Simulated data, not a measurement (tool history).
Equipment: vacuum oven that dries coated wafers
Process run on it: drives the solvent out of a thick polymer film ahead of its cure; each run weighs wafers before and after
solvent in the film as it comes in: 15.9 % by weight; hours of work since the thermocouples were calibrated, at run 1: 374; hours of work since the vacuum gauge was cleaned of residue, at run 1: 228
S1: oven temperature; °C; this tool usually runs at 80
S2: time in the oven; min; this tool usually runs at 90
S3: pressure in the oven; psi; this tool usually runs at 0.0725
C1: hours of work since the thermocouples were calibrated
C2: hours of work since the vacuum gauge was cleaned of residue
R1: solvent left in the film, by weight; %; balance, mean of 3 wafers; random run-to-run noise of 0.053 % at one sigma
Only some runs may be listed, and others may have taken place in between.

run,day,S1,S2,S3,C1,C2,R1
1,0.000,80,90,0.0725,374,228,1.60
2,0.500,80,90,0.2883,384,238,2.87
3,0.829,80,90,0.2883,390,244,2.71
4,1.146,80,82,0.0725,396,250,1.78
5,1.629,80,82,0.0725,406,259,1.90
6,1.908,80,88,0.0725,411,265,1.64
# day 2.021: oven's thermocouples calibrated
7,2.254,80,90,0.0725,4,270,1.55
8,2.633,86,125,0.0725,12,277,0.53
9,3.012,86,125,0.1613,19,284,1.00
10,3.525,89,90,0.2268,29,294,1.24
11,3.871,89,90,0.2268,35,301,1.21
# day 4.333: oven's thermocouples calibrated, once more
12,4.404,89,90,0.2268,1,309,1.22
13,4.829,89,90,0.2268,10,317,1.26
14,5.146,89,90,0.2268,16,323,1.35

Below are 5 alternative next runs, each starting from the tool's condition after run 14. Predict each:
A,5.704,94,90,0.0960,26,334,?
B,5.704,80,91,0.0725,26,334,?
C,5.704,69,90,0.1836,26,334,?
D,5.704,71,132,0.2268,26,334,?
E,5.704,80,98,0.0470,26,334,?

run,R1
A,0.51
B,1.75
C,4.95
D,3.60
E,1.31
What these runs would have given with no unlogged condition in the tool:
run,R1
A,0.45
B,1.66
C,4.84
D,3.47
E,1.21
